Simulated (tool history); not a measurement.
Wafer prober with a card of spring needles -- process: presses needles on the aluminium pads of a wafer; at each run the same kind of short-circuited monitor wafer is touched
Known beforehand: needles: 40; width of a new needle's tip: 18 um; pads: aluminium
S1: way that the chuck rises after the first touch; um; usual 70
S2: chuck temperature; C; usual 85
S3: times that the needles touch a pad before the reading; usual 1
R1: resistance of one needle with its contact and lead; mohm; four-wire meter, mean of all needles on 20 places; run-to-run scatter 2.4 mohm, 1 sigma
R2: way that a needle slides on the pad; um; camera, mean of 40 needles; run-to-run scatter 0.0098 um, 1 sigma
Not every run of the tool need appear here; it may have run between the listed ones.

run 1 hour=0.0 | S1=70 S2=85 S3=1 | R1=276 R2=16.625
run 2 hour=6.0 | S1=50 S2=85 S3=1 | R1=284 R2=11.878
run 3 hour=17.7 | S1=70 S2=29 S3=1 | R1=257 R2=16.616
run 4 hour=24.8 | S1=70 S2=29 S3=1 | R1=260 R2=16.608
run 5 hour=30.7 | S1=70 S2=29 S3=1 | R1=256 R2=16.612
run 6 hour=39.8 | S1=70 S2=29 S3=1 | R1=258 R2=16.629
run 7 hour=47.8 | S1=70 S2=29 S3=1 | R1=259 R2=16.596
run 8 hour=57.1 | S1=70 S2=29 S3=1 | R1=258 R2=16.607
run 9 hour=68.6 | S1=70 S2=29 S3=3 | R1=256 R2=16.596
run 10 hour=75.7 | S1=70 S2=29 S3=3 | R1=259 R2=16.616
run 11 hour=85.2 | S1=70 S2=29 S3=3 | R1=262 R2=16.603
run 12 hour=98.8 | S1=70 S2=29 S3=3 | R1=256 R2=16.614
run 13 hour=105.1 | S1=70 S2=29 S3=3 | R1=257 R2=16.609
run 14 hour=116.6 | S1=67 S2=85 S3=3 | R1=274 R2=15.900
run 15 hour=126.8 | S1=74 S2=71 S3=2 | R1=270 R2=17.568
run 16 hour=140.7 | S1=79 S2=71 S3=2 | R1=271 R2=18.740
run 17 hour=153.2 | S1=54 S2=85 S3=1 | R1=282 R2=12.819
run 18 hour=161.2 | S1=57 S2=38 S3=2 | R1=264 R2=13.512
run 19 hour=171.6 | S1=90 S2=45 S3=2 | R1=260 R2=21.356
run 20 hour=183.2 | S1=72 S2=45 S3=1 | R1=262 R2=17.086
run 21 hour=189.6 | S1=72 S2=45 S3=1 | R1=261 R2=17.089
run 22 hour=196.9 | S1=55 S2=83 S3=1 | R1=278 R2=13.061
run 23 hour=205.4 | S1=62 S2=83 S3=2 | R1=276 R2=14.721
run 24 hour=213.3 | S1=70 S2=62 S3=1 | R1=269 R2=16.599
run 25 hour=226.9 | S1=70 S2=124 S3=1 | R1=288 R2=16.622
run 26 hour=240.6 | S1=61 S2=34 S3=1 | R1=263 R2=14.490

The log once held 15 entries between its listed runs, left out of this copy. Where does each go, and what is different about the tool's unlogged condition between the listed run before it and the listed run after it?
Logged between run 2 and run 3: tips cleaned on abrasive film (hour 15.3)
  debris on the tips, nm: 0.7 -> 0.4
Logged between run 5 and run 6: tips cleaned on abrasive film (hour 31.6)
  debris on the tips, nm: 1 -> 0.8
Logged between run 6 and run 7: tips cleaned on abrasive film (hour 47.5)
  debris on the tips, nm: 0.8 -> 0.1
Logged between run 8 and run 9: tips cleaned on abrasive film (hour 63.1)
  debris on the tips, nm: 0.9 -> 0.7
Logged between run 10 and run 11: tips cleaned on abrasive film (hour 79.1)
  debris on the tips, nm: 0.9 -> 0.7
Logged between run 11 and run 12: tips cleaned on abrasive film (hour 95.5)
  debris on the tips, nm: 0.7 -> 0.5
Logged between run 13 and run 14: tips cleaned on abrasive film (hour 111.6)
  debris on the tips, nm: 0.9 -> 0.6; way that the needles fall short of the set height, um: 0 -> 0.01
Logged between run 15 and run 16: tips cleaned on abrasive film (hour 128.2)
  debris on the tips, nm: 1 -> 0.9
Logged between run 16 and run 17: tips cleaned on abrasive film (hour 145.0)
  debris on the tips, nm: 0.9 -> 0.8
Logged between run 17 and run 18: tips cleaned on abrasive film (hour 161.2)
  debris on the tips, nm: 0.8 -> 0
Logged between run 19 and run 20: tips cleaned on abrasive film (hour 177.4)
  debris on the tips, nm: 0.8 -> 0.7; tips' diameter, um: 18 -> 18.01
Logged between run 21 and run 22: tips cleaned on abrasive film (hour 193.2)
  debris on the tips, nm: 0.9 -> 0.5
Logged between run 23 and run 24: tips cleaned on abrasive film (hour 209.2)
  debris on the tips, nm: 0.9 -> 0.5
Logged between run 24 and run 25: tips cleaned on abrasive film (hour 225.1)
  debris on the tips, nm: 0.5 -> 0.4
Logged between run 25 and run 26: height of the first contact set anew (hour 240.6)
  debris on the tips, nm: 0.4 -> 1; way that the needles fall short of the set height, um: 0.01 -> 0

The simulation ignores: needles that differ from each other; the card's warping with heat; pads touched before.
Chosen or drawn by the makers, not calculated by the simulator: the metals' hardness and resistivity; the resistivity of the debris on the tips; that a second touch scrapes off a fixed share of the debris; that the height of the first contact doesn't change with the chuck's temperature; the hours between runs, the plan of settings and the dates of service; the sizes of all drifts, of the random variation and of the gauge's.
